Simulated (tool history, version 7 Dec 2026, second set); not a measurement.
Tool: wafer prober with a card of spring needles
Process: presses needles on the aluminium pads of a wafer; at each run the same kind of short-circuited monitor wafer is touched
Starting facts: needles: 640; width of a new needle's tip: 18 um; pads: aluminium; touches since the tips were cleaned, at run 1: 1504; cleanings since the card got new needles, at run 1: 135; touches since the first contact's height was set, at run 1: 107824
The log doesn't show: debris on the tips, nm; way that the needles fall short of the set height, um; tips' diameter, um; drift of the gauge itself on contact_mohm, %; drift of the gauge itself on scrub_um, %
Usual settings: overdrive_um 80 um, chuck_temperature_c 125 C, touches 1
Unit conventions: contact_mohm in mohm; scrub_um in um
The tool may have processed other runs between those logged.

run	hour	overdrive_um	chuck_temperature_c	touches	touches since the tips were cleaned	cleanings since the card got new needles	touches since the first contact's height was set	contact_mohm	scrub_um
1	0	80	125	1	1504	135	107824	328	13
# hour 5.6: tips cleaned on abrasive film
# hour 16.5: tips cleaned on abrasive film
2	24.3	80	125	1	2709	137	116155	335	12.96
# hour 26.6: tips cleaned on abrasive film
# hour 36.4: tips cleaned on abrasive film
# hour 46.8: tips cleaned on abrasive film
# hour 57: tips cleaned on abrasive film
3	57	80	125	1	0	141	127318	309	12.94
# hour 67.6: tips cleaned on abrasive film
# hour 78.5: tips cleaned on abrasive film
# hour 87.2: tips cleaned on abrasive film
4	87.2	80	125	1	2	144	137675	308	12.92
# hour 97: tips cleaned on abrasive film
# hour 106.8: tips cleaned on abrasive film
5	108.6	80	125	3	621	146	145002	312	12.95
# hour 117.2: tips cleaned on abrasive film
# hour 128.2: tips cleaned on abrasive film
6	130.6	80	125	3	851	148	152532	311	12.96
# hour 137.2: tips cleaned on abrasive film
# hour 147.9: tips cleaned on abrasive film
# hour 158.3: tips cleaned on abrasive film
# hour 158.6: height of the first contact set anew
7	166.6	80	125	3	2772	151	2772	318	13.26
# hour 168.4: tips cleaned on abrasive film
# hour 178.9: tips cleaned on abrasive film
# hour 189.4: tips cleaned on abrasive film
8	191.9	80	125	3	875	154	11413	311	13.23
# hour 198.5: tips cleaned on abrasive film
# hour 209.1: tips cleaned on abrasive film
9	211.6	80	125	3	874	156	18155	308	13.17
# hour 220: tips cleaned on abrasive film
# hour 230.3: tips cleaned on abrasive film
# hour 240.6: tips cleaned on abrasive film
10	245.5	80	125	3	1681	159	29766	310	13.25
# hour 249.9: tips cleaned on abrasive film
# hour 260.1: tips cleaned on abrasive film
# hour 270.5: tips cleaned on abrasive film
11	275.3	80	125	3	1666	162	39962	315	13.19
# hour 279.7: tips cleaned on abrasive film
# hour 289.5: tips cleaned on abrasive film
12	293.7	80	125	3	1423	164	46240	314	13.19
# hour 299.7: tips cleaned on abrasive film
# hour 310.1: tips cleaned on abrasive film
13	318.6	80	125	3	2959	166	54798	319	13.14
# hour 320.9: tips cleaned on abrasive film
# hour 331.6: tips cleaned on abrasive film
# hour 341.9: tips cleaned on abrasive film
# hour 351.8: tips cleaned on abrasive film
14	357.6	65	125	3	1999	170	68134	326	10.62
# hour 361.5: tips cleaned on abrasive film
# hour 372.4: tips cleaned on abrasive film
# hour 382.9: tips cleaned on abrasive film
15	384	65	125	3	364	173	77161	313	10.6
# hour 392.8: tips cleaned on abrasive film
# hour 403.1: tips cleaned on abrasive film
# hour 413.7: tips cleaned on abrasive film
16	413.7	65	125	3	0	176	87326	314	10.57
# hour 424.1: tips cleaned on abrasive film
# hour 434.4: tips cleaned on abrasive film
17	441.8	80	125	3	2542	178	96964	317	13.07
# hour 443.8: tips cleaned on abrasive film
# hour 454.7: tips cleaned on abrasive film
# hour 465.3: tips cleaned on abrasive film
# hour 476: tips cleaned on abrasive film
18	476	80	125	3	16	182	108658	313	13.03
# hour 486.2: tips cleaned on abrasive film
# hour 496.8: tips cleaned on abrasive film
# hour 506.5: tips cleaned on abrasive film
19	506.5	64	60	2	0	185	119100	294	10.35
# hour 517.4: tips cleaned on abrasive film
# hour 526.1: tips cleaned on abrasive film
20	529	86	47	2	993	187	126801	292	13.97
# hour 535.6: tips cleaned on abrasive film
# hour 544.3: tips cleaned on abrasive film
# hour 554.8: tips cleaned on abrasive film
# hour 565.2: tips cleaned on abrasive film
21	568.6	86	47	2	1176	191	140361	295	13.91
# hour 575.2: tips cleaned on abrasive film
# hour 585.8: tips cleaned on abrasive film
# hour 596.6: tips cleaned on abrasive film
22	597.4	80	125	1	298	194	150223	311	12.92
# hour 606.2: tips cleaned on abrasive film
# hour 617: tips cleaned on abrasive film
# hour 626.2: tips cleaned on abrasive film
23	626.2	77	122	2	0	197	160079	308	12.43
# hour 633: height of the first contact set anew
# hour 635.3: tips cleaned on abrasive film
# hour 644.1: tips cleaned on abrasive film
# hour 654.5: tips cleaned on abrasive film
# hour 664.7: tips cleaned on abrasive film
24	664.7	77	122	2	0	201	10803	308	12.75
# hour 675.4: tips cleaned on abrasive film
# hour 684.2: tips cleaned on abrasive film
# hour 694.3: tips cleaned on abrasive film
25	699.2	77	122	2	1706	204	22643	325	12.73
# hour 703.5: tips cleaned on abrasive film
# hour 714: tips cleaned on abrasive film
# hour 724.9: tips cleaned on abrasive film
26	729.8	77	122	2	1691	207	33099	320	12.57
# hour 733.7: tips cleaned on abrasive film
# hour 742.5: tips cleaned on abrasive film
# hour 752.8: tips cleaned on abrasive film
27	756	80	115	1	1097	210	42041	327	13.16

Below, some changes in contact_mohm between adjacent runs. For each, the amount present without the hidden state too (settings, incoming material, random variation) and the amount remaining for the hidden state with gauge scatter not shared by both compared results:
Run 2 -> 3: tips cleaned on abrasive film, tips cleaned on abrasive film, tips cleaned on abrasive film, tips cleaned on abrasive film. contact_mohm -26 mohm: hidden state -24, all else -2.
Run 18 -> 19: overdrive_um 80 -> 64, chuck_temperature_c 125 -> 60, touches 3 -> 2, tips cleaned on abrasive film, tips cleaned on abrasive film, tips cleaned on abrasive film. contact_mohm -19 mohm: hidden state +2, all else -21.
Run 24 -> 25: tips cleaned on abrasive film, tips cleaned on abrasive film, tips cleaned on abrasive film. contact_mohm +17 mohm: hidden state +14, all else +3.
